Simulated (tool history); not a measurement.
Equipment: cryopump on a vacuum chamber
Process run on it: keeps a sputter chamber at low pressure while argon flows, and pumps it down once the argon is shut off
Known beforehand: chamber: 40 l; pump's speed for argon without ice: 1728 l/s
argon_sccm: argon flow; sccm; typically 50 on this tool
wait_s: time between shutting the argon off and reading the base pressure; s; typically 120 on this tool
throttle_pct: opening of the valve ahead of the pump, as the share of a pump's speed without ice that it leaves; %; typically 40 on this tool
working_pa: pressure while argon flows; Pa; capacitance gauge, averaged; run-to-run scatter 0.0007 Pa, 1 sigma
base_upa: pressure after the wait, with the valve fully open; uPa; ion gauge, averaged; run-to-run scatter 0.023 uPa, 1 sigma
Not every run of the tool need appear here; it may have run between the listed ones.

run,hour,argon_sccm,wait_s,throttle_pct,working_pa,base_upa
1,0.0,50,120,40,0.1376,3.85
2,12.8,50,120,40,0.1366,3.77
3,34.1,50,120,40,0.1392,3.89
4,50.0,50,189,40,0.1390,3.67
5,70.3,43,120,40,0.1205,4.01
6,87.2,43,120,40,0.1216,3.99
7,109.5,43,120,40,0.1206,4.14
# hour 121.7: leaking fittings of the chamber tightened, without venting
8,127.6,50,134,40,0.1428,0.77
9,144.9,50,120,29,0.1881,0.88
10,161.4,50,120,29,0.1894,0.91
11,184.3,56,22,40,0.1619,3.69
12,198.7,77,54,25,0.3353,1.70
13,221.0,30,120,53,0.0682,0.98
14,232.9,24,84,53,0.0555,1.22
15,252.6,50,37,58,0.1096,2.34
16,266.4,50,37,58,0.1093,2.36

Predict each of these 5 candidate next runs independently; none follows another, all start after run 16:
A,283.9,50,168,58,?,?
B,283.9,50,59,40,?,?
C,283.9,38,74,26,?,?
D,283.9,47,298,35,?,?
E,283.9,27,37,31,?,?

run,working_pa,base_upa
A,0.1097,0.88
B,0.1468,1.68
C,0.1643,1.38
D,0.1571,0.66
E,0.0982,2.36
Without the tool's hidden state the same runs would have given:
run,working_pa,base_upa
A,0.0838,0.65
B,0.1208,1.44
C,0.1445,1.14
D,0.1325,0.42
E,0.0842,2.13
